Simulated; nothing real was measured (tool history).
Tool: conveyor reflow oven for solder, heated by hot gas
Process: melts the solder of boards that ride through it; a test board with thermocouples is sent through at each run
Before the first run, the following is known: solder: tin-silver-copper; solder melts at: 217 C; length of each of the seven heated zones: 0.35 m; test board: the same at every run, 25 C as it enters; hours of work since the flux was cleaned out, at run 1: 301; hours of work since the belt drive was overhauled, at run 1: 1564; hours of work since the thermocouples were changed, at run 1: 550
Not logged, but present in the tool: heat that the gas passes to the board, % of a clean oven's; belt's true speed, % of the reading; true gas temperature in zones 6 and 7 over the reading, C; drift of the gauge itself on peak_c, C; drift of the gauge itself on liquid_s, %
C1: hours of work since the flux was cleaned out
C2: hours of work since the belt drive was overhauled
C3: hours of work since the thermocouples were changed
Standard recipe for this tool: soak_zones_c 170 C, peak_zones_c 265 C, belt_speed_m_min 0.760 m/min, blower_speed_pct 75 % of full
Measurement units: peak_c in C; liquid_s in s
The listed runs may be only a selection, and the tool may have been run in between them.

Run 1, day 0.000: usual settings; C1 301; C2 1564; C3 550. Result: peak_c 248.7 C, liquid_s 40.2 s.
Run 2, day 2.758: usual settings; C1 340; C2 1603; C3 589. Result: peak_c 249.0 C, liquid_s 40.5 s.
Run 3, day 5.067: usual settings; C1 372; C2 1636; C3 622. Result: peak_c 248.4 C, liquid_s 40.2 s.
At day 6.804: thermocouples of zones 6 and 7 changed.
Run 4, day 6.938: usual settings but belt_speed_m_min 0.853 m/min; C1 398; C2 1661; C3 2. Result: peak_c 245.2 C, liquid_s 33.2 s.
At day 7.554: flux residue cleaned out of gas plates and filters.
At day 11.296: belt drive overhauled, speed set with a stopwatch.
Run 5, day 11.354: usual settings; C1 51; C2 1; C3 59. Result: peak_c 251.7 C, liquid_s 42.6 s.
Run 6, day 14.017: usual settings; C1 89; C2 38; C3 97. Result: peak_c 251.4 C, liquid_s 42.6 s.
Run 7, day 18.058: usual settings; C1 146; C2 96; C3 154. Result: peak_c 250.7 C, liquid_s 42.5 s.
Run 8, day 22.204: usual settings; C1 205; C2 154; C3 212. Result: peak_c 250.3 C, liquid_s 42.3 s.
Run 9, day 25.217: usual settings but belt_speed_m_min 0.719 m/min; C1 247; C2 197; C3 255. Result: peak_c 252.0 C, liquid_s 46.1 s.
Run 10, day 29.192: usual settings but belt_speed_m_min 0.719 m/min; C1 303; C2 253; C3 311. Result: peak_c 251.5 C, liquid_s 45.9 s.
Run 11, day 32.996: usual settings; C1 357; C2 307; C3 365. Result: peak_c 250.0 C, liquid_s 41.7 s.
At day 36.517: flux residue cleaned out of gas plates and filters.
At day 36.971: belt drive overhauled, speed set with a stopwatch, once more.
Run 12, day 37.108: usual settings; C1 6; C2 2; C3 418. Result: peak_c 249.6 C, liquid_s 39.0 s.
Run 13, day 40.046: usual settings but soak_zones_c 173 C; C1 48; C2 43; C3 459. Result: peak_c 250.1 C, liquid_s 40.4 s.
Run 14, day 44.388: usual settings but soak_zones_c 173 C; C1 109; C2 105; C3 520. Result: peak_c 249.6 C, liquid_s 40.3 s.
Run 15, day 47.100: usual settings but belt_speed_m_min 0.622 m/min; C1 147; C2 143; C3 559. Result: peak_c 255.0 C, liquid_s 52.7 s.
Run 16, day 50.521: usual settings but belt_speed_m_min 0.622 m/min; C1 196; C2 191; C3 607. Result: peak_c 253.9 C, liquid_s 52.2 s.
At day 53.271: thermocouples of zones 6 and 7 changed.
Run 17, day 53.408: usual settings but peak_zones_c 260 C; C1 235; C2 231; C3 2. Result: peak_c 244.1 C, liquid_s 36.4 s.
Run 18, day 56.983: usual settings but peak_zones_c 260 C; C1 286; C2 282; C3 52. Result: peak_c 244.6 C, liquid_s 35.9 s.
Run 19, day 59.167: usual settings but peak_zones_c 260 C, belt_speed_m_min 0.893 m/min, blower_speed_pct 83 % of full; C1 316; C2 312; C3 83. Result: peak_c 240.0 C, liquid_s 26.9 s.
Run 20, day 63.096: usual settings but peak_zones_c 260 C, belt_speed_m_min 0.893 m/min, blower_speed_pct 63 % of full; C1 372; C2 368; C3 139. Result: peak_c 235.5 C, liquid_s 23.5 s.
At day 65.504: flux residue cleaned out of gas plates and filters.
Run 21, day 66.808: usual settings but peak_zones_c 260 C, belt_speed_m_min 0.893 m/min, blower_speed_pct 63 % of full; C1 18; C2 417; C3 188. Result: peak_c 238.2 C, liquid_s 25.9 s.

Expected results for the next run?
Run 22, day 70.971: usual settings but peak_zones_c 253 C, belt_speed_m_min 0.664 m/min, blower_speed_pct 63 % of full; C1 77; C2 476; C3 247. Result: peak_c ?, liquid_s ?.

{"run 22": {"peak_c": 241.1, "liquid_s": 40.1}}
Without the tool's hidden state the same run would have given peak_c 241.4 C, liquid_s 39.9 s.
